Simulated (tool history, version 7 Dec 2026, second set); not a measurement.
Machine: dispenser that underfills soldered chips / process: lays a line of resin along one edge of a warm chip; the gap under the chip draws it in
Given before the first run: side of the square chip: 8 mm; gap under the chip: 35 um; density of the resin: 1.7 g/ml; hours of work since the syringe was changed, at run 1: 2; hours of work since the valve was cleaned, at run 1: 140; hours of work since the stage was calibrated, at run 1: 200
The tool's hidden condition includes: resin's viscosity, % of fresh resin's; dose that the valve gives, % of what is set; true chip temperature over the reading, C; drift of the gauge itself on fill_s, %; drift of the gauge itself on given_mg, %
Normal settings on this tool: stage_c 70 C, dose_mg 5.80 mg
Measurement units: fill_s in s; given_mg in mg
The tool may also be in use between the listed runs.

run	hour	stage_c	dose_mg	hours of work since the syringe was changed	hours of work since the valve was cleaned	hours of work since the stage was calibrated	fill_s	given_mg
1	0.0	70	5.80	2	140	200	154.7	5.16
# hour 6.5: dispensing valve cleaned and set on the balance
# hour 7.5: new syringe of resin
2	7.5	71	5.80	0	0	204	123.8	5.77
3	14.4	71	5.80	5	5	208	171.1	5.76
# hour 18.1: new syringe of resin
4	21.0	62	5.80	2	9	212	220.5	5.77
5	26.3	60	5.80	5	13	216	309.6	5.76
# hour 28.2: new syringe of resin
6	36.4	60	5.80	5	19	222	308.0	5.64
# hour 38.4: new syringe of resin
7	45.4	60	5.80	5	24	228	278.4	5.63
# hour 48.4: new syringe of resin
8	50.5	83	5.80	1	28	231	82.1	5.71
9	56.5	83	5.80	5	32	235	111.5	5.57
# hour 59.1: new syringe of resin
10	66.0	83	5.80	4	37	241	104.4	5.66
# hour 69.2: new syringe of resin
11	72.5	70	5.80	2	42	245	152.3	5.62
12	77.1	70	5.86	5	45	248	190.8	5.59
# hour 79.6: new syringe of resin
13	83.7	70	5.86	3	49	252	159.3	5.59
# hour 90.1: new syringe of resin
14	91.0	70	5.86	1	53	256	141.6	5.57
15	97.1	70	5.86	5	57	260	185.9	5.56
# hour 100.2: new syringe of resin
16	106.6	70	5.86	4	63	266	175.3	5.69
# hour 110.7: new syringe of resin
17	114.2	70	5.80	2	68	271	163.7	5.52
# hour 120.7: new syringe of resin
18	123.3	70	5.80	2	74	277	150.5	5.50
19	128.6	70	6.88	5	77	280	186.1	6.46
# hour 130.7: new syringe of resin
20	133.8	66	7.41	2	80	283	187.3	6.92
# hour 141.0: new syringe of resin
21	142.8	55	5.26	1	86	289	313.4	4.97
22	149.5	55	5.26	6	90	293	422.9	4.91
# hour 151.2: new syringe of resin
23	156.1	85	6.64	3	94	297	87.7	6.19
# hour 161.6: new syringe of resin
24	162.5	62	7.21	1	98	301	199.3	6.65
25	167.3	83	5.36	4	101	304	103.4	5.10
# hour 171.7: new syringe of resin
26	174.2	78	5.36	2	106	309	109.5	5.02
# hour 181.7: new syringe of resin
27	183.6	82	5.91	1	112	315	90.2	5.38
# hour 192.4: new syringe of resin
28	193.6	75	6.63	1	118	321	112.6	6.21
29	199.4	75	6.63	5	122	325	150.6	6.05
# hour 202.6: new syringe of resin
30	206.6	59	4.98	3	126	329	292.3	4.64
# hour 212.6: new syringe of resin
31	216.4	61	6.36	2	132	335	245.2	5.77
# hour 222.5: new syringe of resin
32	224.9	70	5.59	2	138	341	157.5	5.08
33	229.8	64	7.25	5	141	344	243.6	6.44
# hour 232.5: new syringe of resin
# hour 235.7: dispensing valve cleaned and set on the balance
34	239.5	69	6.65	4	2	349	188.7	6.60
# hour 243.3: new syringe of resin
35	249.2	64	6.18	4	9	355	231.8	6.10
# hour 253.9: new syringe of resin
36	259.6	64	6.18	4	15	362	236.3	6.15

Here are 3 independent what-if runs from the current tool condition. What would each one return?
# hour 264.1: new syringe of resin
A	267.2	67	5.00	2	20	367	?	?
# hour 264.1: new syringe of resin
B	267.2	76	5.80	2	20	367	?	?
# hour 264.1: new syringe of resin
C	267.2	78	7.21	2	20	367	?	?

run	fill_s	given_mg
A	181.6	4.98
B	121.4	5.79
C	105.9	7.07
Without the tool's unlogged condition, the same runs would have read:
run	fill_s	given_mg
A	142.2	5.05
B	95.9	5.88
C	83.8	7.19
